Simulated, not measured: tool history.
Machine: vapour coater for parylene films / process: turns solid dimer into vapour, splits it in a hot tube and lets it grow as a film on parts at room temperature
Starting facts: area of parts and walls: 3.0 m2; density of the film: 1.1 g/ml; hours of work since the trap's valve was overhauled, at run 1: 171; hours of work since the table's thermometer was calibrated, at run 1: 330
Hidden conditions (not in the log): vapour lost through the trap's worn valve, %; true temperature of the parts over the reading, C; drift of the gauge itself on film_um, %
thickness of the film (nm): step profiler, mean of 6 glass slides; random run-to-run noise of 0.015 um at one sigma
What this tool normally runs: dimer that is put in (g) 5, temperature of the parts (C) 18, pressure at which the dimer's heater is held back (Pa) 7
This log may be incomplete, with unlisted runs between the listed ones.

| run | hour | dimer that is put in (g) | temperature of the parts (C) | pressure at which the dimer's heater is held back (Pa) | hours of work since the trap's valve was overhauled | hours of work since the table's thermometer was calibrated | thickness of the film (nm) |
|---|---|---|---|---|---|---|---|
| 1 | 0 | 5 | 18 | 7 | 171 | 330 | 710 |
| 2 | 9.5 | 6 | 18 | 7 | 175 | 334 | 860 |
| 3 | 31.2 | 6 | 18 | 7 | 185 | 343 | 860 |
| 4 | 49.2 | 5 | 19 | 7 | 193 | 351 | 690 |
| 5 | 61.7 | 3 | 19 | 7 | 198 | 357 | 400 |
| 6 | 74.2 | 3 | 19 | 7 | 204 | 363 | 400 |
| 7 | 87.8 | 3 | 19 | 6.86 | 210 | 369 | 400 |
| 8 | 102.1 | 3 | 19 | 6.86 | 216 | 375 | 410 |
| 9 | 119.9 | 3 | 19 | 6.86 | 224 | 383 | 410 |
| 10 | 135.3 | 5 | 18 | 6.77 | 231 | 390 | 690 |
| 11 | 150.3 | 5 | 18 | 6.77 | 238 | 397 | 710 |
| 12 | 169.7 | 2 | 18 | 6.77 | 247 | 405 | 260 |
| 13 | 178.9 | 2 | 18 | 6.77 | 251 | 409 | 280 |
| 14 | 196 | 2 | 18 | 6.77 | 258 | 417 | 270 |
| 15 | 207.6 | 2 | 18 | 6.77 | 263 | 422 | 270 |
| 16 | 216.7 | 3 | 16 | 2.05 | 267 | 426 | 470 |
| 17 | 233.2 | 9 | 25 | 3.78 | 275 | 433 | 1150 |
| 18 | 249.7 | 2 | 25 | 3.39 | 282 | 441 | 270 |
| 19 | 259.6 | 2 | 25 | 3.39 | 287 | 445 | 260 |
| 20 | 282 | 2 | 21 | 5.6 | 297 | 455 | 270 |
| 21 | 295.5 | 7 | 18 | 7 | 303 | 461 | 950 |
| 22 | 310.3 | 5 | 17 | 7 | 309 | 468 | 680 |
| 23 | 325.8 | 5 | 19 | 2.36 | 316 | 475 | 710 |
|  | 334.2 | trap's valve overhauled |
| 24 | 345.1 | 5 | 19 | 2.36 | 5 | 481 | 880 |
| 25 | 364.8 | 2 | 17 | 11.39 | 14 | 490 | 290 |
| 26 | 381.6 | 2 | 17 | 11.39 | 21 | 498 | 290 |
| 27 | 403.9 | 2 | 28 | 5.78 | 31 | 508 | 260 |
| 28 | 424.3 | 8 | 12 | 4.52 | 40 | 517 | 1500 |
| 29 | 436.3 | 5 | 18 | 3.83 | 45 | 522 | 820 |

3 ways to go on from here, each from the tool as it stands after run 29. What would each give?
| A | 454.8 | 5 | 18 | 3.83 | 54 | 530 | ? |
| B | 454.8 | 5 | 13 | 7 | 54 | 530 | ? |
| C | 454.8 | 5 | 18 | 3.27 | 54 | 530 | ? |

| run | thickness of the film (nm) |
|---|---|
| A | 860 |
| B | 840 |
| C | 820 |
Take away the tool's hidden state, keep each run's random variation, and the runs would have read:
| run | thickness of the film (nm) |
|---|---|
| A | 890 |
| B | 870 |
| C | 850 |
